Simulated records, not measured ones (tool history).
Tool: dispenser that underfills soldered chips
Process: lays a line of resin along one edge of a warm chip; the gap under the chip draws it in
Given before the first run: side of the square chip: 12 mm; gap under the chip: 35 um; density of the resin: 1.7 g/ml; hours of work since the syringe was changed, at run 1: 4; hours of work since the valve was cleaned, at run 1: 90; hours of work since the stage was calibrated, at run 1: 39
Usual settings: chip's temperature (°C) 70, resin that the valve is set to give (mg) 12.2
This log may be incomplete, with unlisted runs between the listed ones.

run  hour  chip's temperature (°C)  resin that the valve is set to give (mg)  hours of work since the syringe was changed  hours of work since the valve was cleaned  hours of work since the stage was calibrated  time until the resin shows at the far edge (s)  resin that the valve gave (mg)
  1   0.0                       70                                      12.2                                            4                                         90                                            39                                           441.2                           11.11
  2   4.1                       70                                      12.2                                            6                                         93                                            42                                           535.7                           11.29
  3   8.5                       77                                      12.2                                            9                                         96                                            44                                           464.7                           11.16
  4  10.8                       70                                      12.2                                           10                                         97                                            46                                           739.6                           11.11
     12.6  -- new syringe of resin
  5  14.2                       70                                      12.2                                            1                                         99                                            48                                           374.3                           11.05
  6  18.4                       70                                      12.2                                            4                                        102                                            50                                           442.8                           11.04
  7  21.4                       56                                      12.2                                            5                                        104                                            52                                          1064.9                           11.05
  8  25.5                       56                                      12.2                                            8                                        106                                            55                                          1273.3                           11.03
  9  29.5                       57                                      12.2                                           11                                        109                                            57                                          1497.8                           11.06
     31.1  -- new syringe of resin
 10  33.7                       56                                      12.2                                            2                                        111                                            60                                           798.9                           11.02
 11  36.0                       59                                      12.2                                            3                                        113                                            61                                           746.0                           10.94
 12  40.5                       59                                      12.2                                            6                                        115                                            64                                           948.8                           10.90
 13  44.0                       70                                      11.9                                            8                                        117                                            66                                           617.9                           10.74
 14  46.2                       70                                      11.9                                            9                                        119                                            67                                           696.8                           10.60
     49.8  -- new syringe of resin
 15  49.9                       70                                      11.9                                            0                                        121                                            70                                           349.6                           10.64
 16  54.9                       70                                      12.2                                            3                                        124                                            73                                           442.0                           10.84
 17  58.4                       70                                      12.2                                            5                                        126                                            75                                           520.4                           10.92
     59.8  -- dispensing valve cleaned and set on the balance
 18  64.4                       70                                      12.2                                            8                                          3                                            78                                           628.8                           12.07
 19  68.2                       70                                      15.6                                           11                                          5                                            80                                           737.2                           15.62
     69.2  -- new syringe of resin
 20  73.3                       62                                      11.6                                            3                                          8                                            83                                           620.2                           11.55
 21  78.0                       79                                      10.9                                            5                                         11                                            86                                           328.8                           10.88
 22  81.4                       75                                      15.8                                            8                                         13                                            88                                           444.7                           15.59
 23  86.0                       80                                      12.1                                           10                                         16                                            91                                           451.1                           12.00
     87.8  -- new syringe of resin
 24  91.3                       79                                      13.6                                            2                                         19                                            94                                           250.3                           13.47
 25  93.8                       79                                      13.6                                            4                                         21                                            96                                           287.2                           13.24
 26  98.6                       79                                      13.6                                            7                                         24                                            99                                           352.4                           13.40

Run 27 comes next. What will it give?
 27  103.1                       65                                      10.8                                           10                                         27                                           102                                               ?                               ?

Logged for run 27: time until the resin shows at the far edge (s) 933.6, resin that the valve gave (mg) 10.51.
With the hidden condition absent and the run-to-run variation left alone, this run would have shown time until the resin shows at the far edge (s) 436.0, resin that the valve gave (mg) 10.76.
